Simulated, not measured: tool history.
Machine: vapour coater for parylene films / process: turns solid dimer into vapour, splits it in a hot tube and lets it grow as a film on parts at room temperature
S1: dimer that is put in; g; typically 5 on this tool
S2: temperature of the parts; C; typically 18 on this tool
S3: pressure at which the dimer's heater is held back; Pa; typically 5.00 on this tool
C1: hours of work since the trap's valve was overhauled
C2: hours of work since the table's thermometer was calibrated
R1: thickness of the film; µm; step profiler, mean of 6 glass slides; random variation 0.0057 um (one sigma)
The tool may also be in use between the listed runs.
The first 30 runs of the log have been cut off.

run   hour  S1  S2    S3   C1   C2     R1
 31  596.3   3  21  8.43   45  543  0.549
 32  616.6   6  21  4.60   58  555  1.272
 33  638.7   5  11  6.22   71  569  1.194
 34  664.0   2  11  5.00   86  584  0.500
 35  676.9   2  11  5.00   94  592  0.502
 36  696.5   2  22  7.48  106  604  0.377
 37  714.6   3  11  8.19  117  615  0.673
 38  725.1   3  11  8.19  123  621  0.676
 39  743.6   7  17  7.97  134  632  1.415
 40  758.4   5  25  3.15  143  641  1.080
 41  771.6   6  18  2.04  151  649  1.648
 42  788.3   4  11  3.90  162  659  1.068
 43  813.0   3  27  3.90  176  674  0.604
 44  830.7   4  18  6.12  187  685  0.859
 45  845.3   5  13  5.23  196  694  1.210
 46  867.9   5  13  5.23  210  707  1.207

Each row is a separate what-if for the run after 46, all from the same tool condition, not one after another. Results?
  A  886.3   5  13  8.85  221  719   ?
  B  886.3   5  11  5.00  221  719   ?
  C  886.3   5  12  5.00  221  719   ?
  D  886.3   5  13  5.23  221  719   ?
  E  886.3   4  10  5.23  221  719   ?

run     R1
  A  1.057
  B  1.274
  C  1.244
  D  1.216
  E  1.032
With the hidden condition removed and each run's random variation left untouched, the same runs would have given:
run     R1
  A  1.032
  B  1.245
  C  1.216
  D  1.188
  E  1.008

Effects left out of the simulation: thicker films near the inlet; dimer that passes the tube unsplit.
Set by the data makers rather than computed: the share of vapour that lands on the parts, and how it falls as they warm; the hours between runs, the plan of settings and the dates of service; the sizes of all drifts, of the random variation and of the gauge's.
